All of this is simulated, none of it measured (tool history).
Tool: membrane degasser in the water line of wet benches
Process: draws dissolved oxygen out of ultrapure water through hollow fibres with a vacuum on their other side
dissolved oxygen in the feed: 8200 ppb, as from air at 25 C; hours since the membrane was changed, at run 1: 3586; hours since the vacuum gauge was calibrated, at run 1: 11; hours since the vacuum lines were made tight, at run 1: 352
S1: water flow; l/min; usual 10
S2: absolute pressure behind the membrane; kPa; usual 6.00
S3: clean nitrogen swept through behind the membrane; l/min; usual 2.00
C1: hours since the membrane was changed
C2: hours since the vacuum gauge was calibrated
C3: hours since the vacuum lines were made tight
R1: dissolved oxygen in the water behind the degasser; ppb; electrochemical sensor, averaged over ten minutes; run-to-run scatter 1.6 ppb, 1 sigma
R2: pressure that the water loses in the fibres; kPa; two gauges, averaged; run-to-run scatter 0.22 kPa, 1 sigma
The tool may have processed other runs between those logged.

run    hour  S1     S2    S3    C1    C2    C3     R1     R2
  1     0.0  10   6.00  2.00  3586    11   352  187.9  54.30
  2    94.7  10   6.00  2.00  3680   106   447  182.2  54.44
  3   141.3  10   6.00  2.00  3727   152   493  185.9  54.47
  4   250.7  10   6.00  2.00  3836   262   603  190.9  54.47
  5   363.3  10   6.00  2.00  3949   374   715  185.4  54.23
  6   424.9  10   6.00  1.72  4011   436   777  195.3  54.73
  7   539.3  10   6.00  1.72  4125   550   891  195.2  54.48
  8   612.2  12   6.00  2.00  4198   623   964  255.6  65.24
  9   686.3  10   6.00  2.65  4272   697  1038  179.8  54.71
 10   768.9  10   6.80  2.00  4355   780  1121  205.2  55.04
 11   881.6  10   6.80  2.00  4467   893  1234  200.3  55.07
 12   948.0  10   6.80  2.00  4534   959  1300  204.3  54.67
 13  1006.1  10   6.80  2.00  4592  1017  1358  203.7  55.13
 14  1092.9  10   6.00  2.00  4679  1104  1445  194.7  54.91
 15  1199.6  10   6.00  2.00  4785  1211  1552  197.8  54.84
 16  1299.9  10   6.00  2.00  4886  1311  1652  198.9  55.12
     1310.6  -- vacuum gauge calibrated
 17  1368.4  10   6.00  2.00  4954    58  1720  199.8  54.88
 18  1483.3  10   6.00  2.00  5069   173  1835  197.7  55.57
 19  1573.1  10   4.36  5.54  5158   263  1925  171.2  55.52
 20  1682.4  10   4.36  5.54  5268   372  2034  170.8  55.07
 21  1791.9  10   7.55  3.37  5377   481  2143  200.7  55.61
 22  1903.7  10   7.55  3.37  5489   593  2255  198.6  55.65
     1999.7  -- vacuum gauge calibrated, once more
 23  2007.7  10   7.55  3.37  5592     8  2359  198.9  55.70
 24  2100.3  10   7.55  3.37  5685   101  2451  201.1  55.76
 25  2175.5  10   6.53  1.88  5760   176  2527  211.2  56.37
 26  2234.3  10  14.89  3.71  5819   235  2585  248.7  55.82
 27  2324.1  10  14.89  3.71  5909   324  2675  249.2  55.75
 28  2412.2   6  14.89  3.71  5997   412  2763  115.5  33.65
 29  2468.6   6  12.29  5.58  6053   469  2820   94.4  33.67
 30  2530.5   6  12.29  5.58  6115   531  2882   93.5  33.73
 31  2624.7  10   6.36  2.00  6209   625  2976  214.9  56.38
 32  2673.3  11  14.52  2.64  6258   674  3024  313.5  61.63

Below, some changes in R1 between adjacent runs. For each, the amount present without the hidden state too (settings, incoming material, random variation) and the amount remaining for the hidden state with gauge scatter not shared by both compared results:
Unlogged tool condition in this case: membrane still open, %; true pressure behind the membrane over the reading, kPa; air that leaks in behind the membrane, l/min; drift of the gauge itself on oxygen_ppb, %; drift of the gauge itself on loss_of_pressure_kpa, %.
Run 7 -> 8: S1 10 -> 12, S3 1.72 -> 2.00. R1 +60.4 ppb: hidden state +8.7, all else +51.7.
Run 27 -> 28: S1 10 -> 6. R1 -133.7 ppb: hidden state -22.5, all else -111.2.
Run 30 -> 31: S1 6 -> 10, S2 12.29 -> 6.36, S3 5.58 -> 2.00. R1 +121.4 ppb: hidden state +25.5, all else +95.9.
Run 31 -> 32: S1 10 -> 11, S2 6.36 -> 14.52, S3 2.00 -> 2.64. R1 +98.6 ppb: hidden state +6.2, all else +92.4.
